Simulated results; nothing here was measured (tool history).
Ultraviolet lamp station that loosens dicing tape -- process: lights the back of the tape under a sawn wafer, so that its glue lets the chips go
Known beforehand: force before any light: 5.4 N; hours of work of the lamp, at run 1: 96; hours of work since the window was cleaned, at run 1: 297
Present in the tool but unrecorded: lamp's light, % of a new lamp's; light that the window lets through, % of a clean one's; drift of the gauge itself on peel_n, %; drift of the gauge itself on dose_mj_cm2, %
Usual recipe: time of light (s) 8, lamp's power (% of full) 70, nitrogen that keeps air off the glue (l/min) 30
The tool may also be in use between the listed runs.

| run | day | time of light (s) | lamp's power (% of full) | nitrogen that keeps air off the glue (l/min) | hours of work of the lamp | hours of work since the window was cleaned | force that peels the tape off (N) | light that reached the tape (J/m2) |
|---|---|---|---|---|---|---|---|---|
| 1 | 0 | 8 | 70 | 30 | 96 | 297 | 0.368 | 3630 |
| 2 | 0.871 | 8 | 70 | 30 | 106 | 307 | 0.362 | 3640 |
| 3 | 1.392 | 8 | 70 | 30 | 112 | 313 | 0.377 | 3600 |
| 4 | 2.175 | 8 | 70 | 30 | 121 | 322 | 0.386 | 3560 |
| 5 | 3.133 | 8 | 70 | 30 | 132 | 334 | 0.388 | 3510 |
| 6 | 3.708 | 8 | 70 | 30 | 139 | 340 | 0.391 | 3490 |
| 7 | 4.267 | 8 | 88 | 30 | 146 | 347 | 0.225 | 4360 |
| 8 | 4.883 | 8 | 88 | 30 | 153 | 354 | 0.231 | 4360 |
| 9 | 5.821 | 8 | 88 | 30 | 164 | 365 | 0.234 | 4300 |
| 10 | 6.938 | 15 | 70 | 30 | 177 | 378 | 0.098 | 6380 |
| 11 | 8.004 | 15 | 70 | 30 | 189 | 390 | 0.1 | 6360 |
| 12 | 8.721 | 15 | 70 | 30 | 198 | 399 | 0.101 | 6340 |
| 13 | 9.808 | 8 | 70 | 30 | 210 | 412 | 0.436 | 3350 |
| 14 | 10.921 | 8 | 70 | 30 | 223 | 425 | 0.46 | 3310 |
| 15 | 11.633 | 8 | 70 | 32 | 232 | 433 | 0.414 | 3280 |
| 16 | 12.254 | 8 | 70 | 32 | 239 | 440 | 0.422 | 3310 |
| 17 | 12.758 | 8 | 81 | 32 | 245 | 446 | 0.307 | 3760 |
| 18 | 13.683 | 8 | 81 | 32 | 256 | 457 | 0.319 | 3750 |
| 19 | 14.742 | 8 | 70 | 30 | 268 | 469 | 0.518 | 3190 |
| 20 | 15.925 | 8 | 86 | 30 | 282 | 483 | 0.297 | 3870 |
| 21 | 16.571 | 8 | 70 | 30 | 289 | 491 | 0.498 | 3180 |
| 22 | 17.729 | 8 | 87 | 25 | 303 | 504 | 0.385 | 3880 |
| 23 | 18.917 | 5 | 87 | 25 | 317 | 518 | 0.989 | 2390 |
| 24 | 19.429 | 7 | 63 | 47 | 323 | 524 | 0.613 | 2450 |
| 25 | 20 | 7 | 63 | 47 | 330 | 531 | 0.639 | 2400 |
| 26 | 20.629 | 8 | 70 | 11 | 337 | 538 | 1.151 | 3070 |
| 27 | 21.346 | 8 | 72 | 11 | 345 | 546 | 1.102 | 3130 |
| 28 | 22.25 | 8 | 72 | 11 | 356 | 557 | 1.155 | 3120 |
| 29 | 22.775 | 12 | 66 | 18 | 362 | 563 | 0.43 | 4200 |
|  | 22.883 | window cleaned of glue's vapour |
| 30 | 23.567 | 12 | 84 | 18 | 371 | 8 | 0.277 | 5090 |
| 31 | 24.054 | 9 | 69 | 14 | 377 | 14 | 0.934 | 3080 |
| 32 | 24.654 | 9 | 69 | 14 | 384 | 21 | 1.013 | 3030 |
| 33 | 25.225 | 6 | 92 | 43 | 390 | 27 | 0.537 | 2660 |
| 34 | 26.283 | 7 | 70 | 12 | 403 | 40 | 1.557 | 2370 |
| 35 | 27.162 | 7 | 70 | 12 | 413 | 50 | 1.542 | 2370 |
| 36 | 27.996 | 7 | 70 | 12 | 423 | 60 | 1.542 | 2320 |
|  | 28.588 | window cleaned of glue's vapour, once more |
| 37 | 29.071 | 7 | 70 | 12 | 435 | 6 | 1.25 | 2800 |
| 38 | 30.025 | 5 | 94 | 12 | 446 | 17 | 1.35 | 2660 |
| 39 | 30.992 | 5 | 94 | 12 | 457 | 28 | 1.365 | 2620 |
| 40 | 31.488 | 4 | 70 | 32 | 463 | 34 | 1.556 | 1510 |
| 41 | 32.292 | 4 | 70 | 32 | 473 | 43 | 1.569 | 1550 |
| 42 | 33.062 | 14 | 70 | 11 | 482 | 52 | 0.367 | 5400 |

Table of differences, measured result less the result of that run with no hidden state. Run-to-run variation is the same in both. Gauge scatter possibly is not:
| run | force that peels the tape off (N) | light that reached the tape (J/m2) |
|---|---|---|
| 1 | +0.088 | -440 |
| 2 | +0.092 | -470 |
| 3 | +0.099 | -480 |
| 4 | +0.105 | -500 |
| 5 | +0.11 | -520 |
| 6 | +0.114 | -550 |
| 7 | +0.069 | -710 |
| 8 | +0.074 | -720 |
| 9 | +0.076 | -760 |
| 10 | +0.02 | -1190 |
| 11 | +0.022 | -1250 |
| 12 | +0.023 | -1290 |
| 13 | +0.161 | -720 |
| 14 | +0.18 | -740 |
| 15 | +0.165 | -760 |
| 16 | +0.17 | -790 |
| 17 | +0.131 | -930 |
| 18 | +0.135 | -960 |
| 19 | +0.219 | -860 |
| 20 | +0.138 | -1080 |
| 21 | +0.222 | -910 |
| 22 | +0.183 | -1170 |
| 23 | +0.39 | -750 |
| 24 | +0.284 | -780 |
| 25 | +0.3 | -790 |
| 26 | +0.447 | -1010 |
| 27 | +0.444 | -1070 |
| 28 | +0.477 | -1110 |
| 29 | +0.221 | -1530 |
| 30 | +0.161 | -2340 |
| 31 | +0.495 | -1450 |
| 32 | +0.538 | -1460 |
| 33 | +0.325 | -1310 |
| 34 | +0.709 | -1190 |
| 35 | +0.715 | -1230 |
| 36 | +0.722 | -1240 |
| 37 | +0.411 | -780 |
| 38 | +0.44 | -770 |
| 39 | +0.453 | -790 |
| 40 | +0.479 | -470 |
| 41 | +0.494 | -490 |
| 42 | +0.19 | -1770 |

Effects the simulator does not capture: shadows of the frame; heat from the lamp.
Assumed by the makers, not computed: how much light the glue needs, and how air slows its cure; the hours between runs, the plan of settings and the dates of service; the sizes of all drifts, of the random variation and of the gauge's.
